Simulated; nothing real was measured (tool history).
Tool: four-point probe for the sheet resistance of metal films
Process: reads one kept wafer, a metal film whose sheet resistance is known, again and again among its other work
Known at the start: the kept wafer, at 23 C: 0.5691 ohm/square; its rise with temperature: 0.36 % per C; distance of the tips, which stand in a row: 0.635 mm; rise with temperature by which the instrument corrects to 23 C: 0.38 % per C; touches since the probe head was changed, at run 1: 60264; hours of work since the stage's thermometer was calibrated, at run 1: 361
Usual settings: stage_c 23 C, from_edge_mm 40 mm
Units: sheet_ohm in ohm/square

run	hour	stage_c	from_edge_mm	touches since the probe head was changed	hours of work since the stage's thermometer was calibrated	sheet_ohm
1	0	23	40	60264	361	0.571725
2	26.2	23	40	61394	374	0.571836
3	52.4	23	40	62527	387	0.572215
4	81.4	23	40	63779	402	0.571957
5	96	23	40	64409	409	0.57205
6	109.3	23	40	64984	416	0.572162
7	136.1	28	40	66140	429	0.571478
8	160	23	40	67174	441	0.572237
9	174.5	23	40	67797	448	0.572506
10	196.4	23	40	68742	459	0.572586
11	221.2	23	40	69816	471	0.572504
12	242	23	40	70716	482	0.572632
13	256.2	23	40	71326	489	0.572729
14	271.6	23	40	71991	496	0.572786
15	287.9	23	12	72694	504	0.573632
16	300.7	23	15	73250	511	0.573358
17	323	23	15	74213	522	0.573618
18	343.4	23	15	75091	532	0.573586
19	355.8	27	40	75628	538	0.572831
20	375.5	23	13	76478	548	0.573955
21	396.3	21	60	77377	558	0.573716
22	416.1	21	3	78230	568	0.587184
23	440	23	55	79262	580	0.573468
24	457.4	23	55	80013	588	0.573704
25	484	22	7	81162	602	0.576477
26	498.2	20	47	81777	609	0.574065
27	514.3	24	28	82472	617	0.57373
28	527.8	34	43	83055	623	0.57236
29	548.9	24	72	83968	634	0.573719
30	567.2	19	72	84757	643	0.574786
31	592.7	26	72	85859	656	0.573733
32	612.9	20	26	86729	666	0.574868
33	630.5	28	12	87490	674	0.57438
34	642.6	35	46	88012	680	0.57272
35	670.3	21	19	89208	694	0.574814
36	689.6	21	6	90044	704	0.578097
37	705.2	25	7	90714	711	0.576973
# hour 716.9: new probe head fitted
38	734.7	23	40	771	726	0.567169
39	748.7	20	17	1374	733	0.56815

The next listed run, before its measurement:
40	773.2	30	29	2433	745	?

sheet_ohm: 0.566485 ohm/square
Without the tool's hidden state the same run would have given sheet_ohm 0.568347 ohm/square.
